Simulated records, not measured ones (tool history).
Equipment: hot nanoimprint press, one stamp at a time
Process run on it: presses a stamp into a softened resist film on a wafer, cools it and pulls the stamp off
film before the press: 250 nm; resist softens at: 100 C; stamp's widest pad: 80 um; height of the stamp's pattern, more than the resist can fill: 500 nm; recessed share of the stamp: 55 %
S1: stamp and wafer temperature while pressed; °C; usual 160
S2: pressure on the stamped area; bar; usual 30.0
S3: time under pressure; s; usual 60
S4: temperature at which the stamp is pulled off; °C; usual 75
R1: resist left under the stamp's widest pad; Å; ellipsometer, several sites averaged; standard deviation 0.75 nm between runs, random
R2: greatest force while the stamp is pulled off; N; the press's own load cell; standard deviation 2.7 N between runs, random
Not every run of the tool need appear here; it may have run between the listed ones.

run	hour	S1	S2	S3	S4	R1	R2
1	0.0	160	30.0	60	75	1017	161
2	12.5	160	30.0	60	75	1023	164
3	23.1	160	30.0	60	81	1013	153
4	36.1	160	30.0	60	81	1029	155
5	43.3	160	25.8	60	75	1082	159
6	55.2	160	25.8	60	75	1102	167
7	67.3	160	25.8	60	75	1103	165
8	75.6	160	28.8	60	75	1057	161
9	88.0	160	28.8	60	75	1056	167
10	95.9	160	28.8	60	75	1041	172
11	106.5	149	30.0	60	75	1941	174
12	122.3	149	30.0	58	75	1997	168
13	133.7	149	30.0	58	75	1978	170
14	143.2	160	30.0	60	75	1050	173
15	151.0	160	30.0	60	75	1040	171
16	162.8	151	30.0	60	61	1813	196
17	176.8	160	31.6	61	70	1014	183
18	186.5	160	28.3	60	67	1067	187
# hour 193.9: plate thermocouple calibrated
19	196.7	160	33.4	45	67	1028	191
20	205.1	161	30.0	42	75	1034	175
21	215.3	163	34.0	45	73	832	182
22	230.1	163	34.0	45	73	839	187
23	244.8	163	34.0	45	73	843	183
# hour 257.2: stamp cleaned and given a new release coat
24	257.8	160	37.1	60	74	890	145
25	268.7	153	28.7	92	75	1347	147
26	284.7	151	28.7	92	81	1542	138
27	293.1	152	18.6	92	75	1668	143
28	307.6	152	18.6	92	75	1655	145
29	323.3	160	32.4	32	75	1210	146

Some steps in R1 between neighbouring runs. How much of each would the tool show without its hidden state too (settings, what came in, random variation), and how much is left for the hidden state, with any gauge scatter that isn't in both results?
What the log doesn't record here: true temperature over the reading, C; pressure that arrives at the usual setting, %; grip of the stamp's worn release coat, % over a new coat's; drift of the gauge itself on residual_nm, %; drift of the gauge itself on pull_off_n, %.
Run 10 -> 11: S1 160 -> 149, S2 28.8 -> 30.0. R1 +900 Å: hidden state +15, all else +885.
Run 13 -> 14: S1 149 -> 160, S3 58 -> 60. R1 -928 Å: hidden state -11, all else -917.
Run 15 -> 16: S1 160 -> 151, S4 75 -> 61. R1 +773 Å: hidden state +29, all else +744.
Run 18 -> 19: S2 28.3 -> 33.4, S3 60 -> 45, plate thermocouple calibrated. R1 -39 Å: hidden state -88, all else +49.
